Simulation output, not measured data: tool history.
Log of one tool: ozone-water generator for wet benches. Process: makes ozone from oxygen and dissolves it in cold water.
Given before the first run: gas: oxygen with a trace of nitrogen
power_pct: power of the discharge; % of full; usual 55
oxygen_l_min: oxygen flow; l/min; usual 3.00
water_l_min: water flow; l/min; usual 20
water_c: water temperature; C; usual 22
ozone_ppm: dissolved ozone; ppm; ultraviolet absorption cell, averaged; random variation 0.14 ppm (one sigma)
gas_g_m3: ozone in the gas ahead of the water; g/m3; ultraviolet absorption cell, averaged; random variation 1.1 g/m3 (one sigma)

{"run": 1, "hour": 0.0, "power_pct": 55, "oxygen_l_min": 3.0, "water_l_min": 20, "water_c": 22, "ozone_ppm": 17.6, "gas_g_m3": 206.6}
{"run": 2, "hour": 33.2, "power_pct": 55, "oxygen_l_min": 3.0, "water_l_min": 20, "water_c": 22, "ozone_ppm": 17.3, "gas_g_m3": 205.8}
{"run": 3, "hour": 78.0, "power_pct": 55, "oxygen_l_min": 3.0, "water_l_min": 20, "water_c": 22, "ozone_ppm": 17.4, "gas_g_m3": 206.4}
{"run": 4, "hour": 115.4, "power_pct": 55, "oxygen_l_min": 3.0, "water_l_min": 20, "water_c": 22, "ozone_ppm": 17.3, "gas_g_m3": 205.8}
{"run": 5, "hour": 136.1, "power_pct": 55, "oxygen_l_min": 3.0, "water_l_min": 20, "water_c": 22, "ozone_ppm": 17.1, "gas_g_m3": 206.9}
{"run": 6, "hour": 159.7, "power_pct": 55, "oxygen_l_min": 3.0, "water_l_min": 20, "water_c": 22, "ozone_ppm": 17.4, "gas_g_m3": 204.7}
{"run": 7, "hour": 199.5, "power_pct": 81, "oxygen_l_min": 3.0, "water_l_min": 20, "water_c": 22, "ozone_ppm": 21.9, "gas_g_m3": 256.3}
{"run": 8, "hour": 243.9, "power_pct": 81, "oxygen_l_min": 3.0, "water_l_min": 20, "water_c": 22, "ozone_ppm": 21.5, "gas_g_m3": 255.9}
{"run": 9, "hour": 270.7, "power_pct": 81, "oxygen_l_min": 3.0, "water_l_min": 20, "water_c": 22, "ozone_ppm": 21.6, "gas_g_m3": 253.9}
{"run": 10, "hour": 318.8, "power_pct": 81, "oxygen_l_min": 3.0, "water_l_min": 20, "water_c": 22, "ozone_ppm": 21.8, "gas_g_m3": 258.2}
{"run": 11, "hour": 355.2, "power_pct": 81, "oxygen_l_min": 3.0, "water_l_min": 20, "water_c": 22, "ozone_ppm": 21.7, "gas_g_m3": 257.0}
{"run": 12, "hour": 379.9, "power_pct": 67, "oxygen_l_min": 3.0, "water_l_min": 20, "water_c": 22, "ozone_ppm": 19.2, "gas_g_m3": 230.1}
{"run": 13, "hour": 412.8, "power_pct": 67, "oxygen_l_min": 3.0, "water_l_min": 20, "water_c": 22, "ozone_ppm": 19.3, "gas_g_m3": 230.7}
{"run": 14, "hour": 456.9, "power_pct": 55, "oxygen_l_min": 3.0, "water_l_min": 20, "water_c": 22, "ozone_ppm": 17.0, "gas_g_m3": 205.7}
{"run": 15, "hour": 488.1, "power_pct": 55, "oxygen_l_min": 3.0, "water_l_min": 20, "water_c": 22, "ozone_ppm": 17.2, "gas_g_m3": 205.8}
{"run": 16, "hour": 520.9, "power_pct": 55, "oxygen_l_min": 3.0, "water_l_min": 20, "water_c": 22, "ozone_ppm": 17.2, "gas_g_m3": 203.1}
{"run": 17, "hour": 569.1, "power_pct": 55, "oxygen_l_min": 3.0, "water_l_min": 20, "water_c": 22, "ozone_ppm": 17.1, "gas_g_m3": 206.1}
{"run": 18, "hour": 606.9, "power_pct": 61, "oxygen_l_min": 3.0, "water_l_min": 20, "water_c": 18, "ozone_ppm": 19.3, "gas_g_m3": 217.6}
{"run": 19, "hour": 644.6, "power_pct": 66, "oxygen_l_min": 1.57, "water_l_min": 27, "water_c": 21, "ozone_ppm": 11.6, "gas_g_m3": 291.4}
{"run": 20, "hour": 672.5, "power_pct": 80, "oxygen_l_min": 1.57, "water_l_min": 27, "water_c": 21, "ozone_ppm": 13.1, "gas_g_m3": 327.4}
{"run": 21, "hour": 702.6, "power_pct": 80, "oxygen_l_min": 1.57, "water_l_min": 27, "water_c": 21, "ozone_ppm": 12.8, "gas_g_m3": 326.8}
{"run": 22, "hour": 734.3, "power_pct": 80, "oxygen_l_min": 1.57, "water_l_min": 27, "water_c": 21, "ozone_ppm": 12.7, "gas_g_m3": 327.4}
{"run": 23, "hour": 763.7, "power_pct": 91, "oxygen_l_min": 1.74, "water_l_min": 19, "water_c": 14, "ozone_ppm": 21.4, "gas_g_m3": 337.7}
{"run": 24, "hour": 790.0, "power_pct": 78, "oxygen_l_min": 4.99, "water_l_min": 19, "water_c": 22, "ozone_ppm": 23.8, "gas_g_m3": 205.5}
{"run": 25, "hour": 819.7, "power_pct": 55, "oxygen_l_min": 1.91, "water_l_min": 19, "water_c": 25, "ozone_ppm": 15.1, "gas_g_m3": 244.8}
{"run": 26, "hour": 849.1, "power_pct": 55, "oxygen_l_min": 4.31, "water_l_min": 20, "water_c": 17, "ozone_ppm": 20.1, "gas_g_m3": 179.8}
{"run": 27, "hour": 880.3, "power_pct": 55, "oxygen_l_min": 4.31, "water_l_min": 20, "water_c": 17, "ozone_ppm": 20.0, "gas_g_m3": 176.6}
{"run": 28, "hour": 928.7, "power_pct": 55, "oxygen_l_min": 3.0, "water_l_min": 20, "water_c": 16, "ozone_ppm": 18.4, "gas_g_m3": 204.8}
{"run": 29, "hour": 972.5, "power_pct": 55, "oxygen_l_min": 3.0, "water_l_min": 30, "water_c": 25, "ozone_ppm": 11.9, "gas_g_m3": 204.1}
{"run": 30, "hour": 1008.2, "power_pct": 55, "oxygen_l_min": 3.0, "water_l_min": 30, "water_c": 25, "ozone_ppm": 11.8, "gas_g_m3": 207.0}
{"run": 31, "hour": 1030.4, "power_pct": 55, "oxygen_l_min": 2.12, "water_l_min": 21, "water_c": 22, "ozone_ppm": 14.8, "gas_g_m3": 234.7}
{"run": 32, "hour": 1079.1, "power_pct": 42, "oxygen_l_min": 3.46, "water_l_min": 20, "water_c": 25, "ozone_ppm": 14.6, "gas_g_m3": 165.1}

Some steps in ozone_ppm, run to run, broken into two amounts with sign: the step expected even without the hidden condition (settings, incoming material, random variation), and the rest, left for the hidden condition together with whatever gauge scatter is not in both the measured and the hidden-condition-free result:
The tool's hidden condition here consists of: yield of the discharge, % of new electrodes'; contactor's efficiency, % of a clean one's; true water temperature over the reading, C; drift of the gauge itself on ozone_ppm, %; drift of the gauge itself on gas_g_m3, %.
Run 2 -> 3: no setting changed, nothing entered. ozone_ppm +0.1 ppm: hidden state +0.1, all else +0.0.
Run 18 -> 19: power_pct 61 -> 66, oxygen_l_min 3.00 -> 1.57, water_l_min 20 -> 27, water_c 18 -> 21. ozone_ppm -7.7 ppm: hidden state +0.0, all else -7.7.
Run 22 -> 23: power_pct 80 -> 91, oxygen_l_min 1.57 -> 1.74, water_l_min 27 -> 19, water_c 21 -> 14. ozone_ppm +8.7 ppm: hidden state -0.2, all else +8.9.
Run 24 -> 25: power_pct 78 -> 55, oxygen_l_min 4.99 -> 1.91, water_c 22 -> 25. ozone_ppm -8.7 ppm: hidden state +0.2, all else -8.9.
